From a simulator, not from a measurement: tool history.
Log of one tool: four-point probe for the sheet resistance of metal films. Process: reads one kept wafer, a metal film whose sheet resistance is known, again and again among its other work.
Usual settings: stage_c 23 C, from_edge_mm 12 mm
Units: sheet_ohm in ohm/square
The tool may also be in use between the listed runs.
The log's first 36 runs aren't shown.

run    hour  stage_c  from_edge_mm  sheet_ohm
 37   955.7       28            14   0.060775
 38   979.6       23             5   0.062173
 39  1015.4       26             8   0.061228
 40  1043.6       19            36   0.061176
 41  1080.7       21            66   0.061039
 42  1117.4       25            20   0.060881
 43  1143.6       20             4   0.063072
 44  1180.9       25            11   0.061070

5 ways to go on from here, each from the tool as it stands after run 44. What would each give?
  A  1197.5       26             3          ?
  B  1197.5       33            11          ?
  C  1197.5       28            38          ?
  D  1197.5       31             3          ?
  E  1197.5       33            11          ?

run  sheet_ohm
  A   0.064132
  B   0.060614
  C   0.060659
  D   0.063872
  E   0.060644
Without the tool's hidden state the same runs would have given:
run  sheet_ohm
  A   0.063908
  B   0.060400
  C   0.060446
  D   0.063648
  E   0.060430
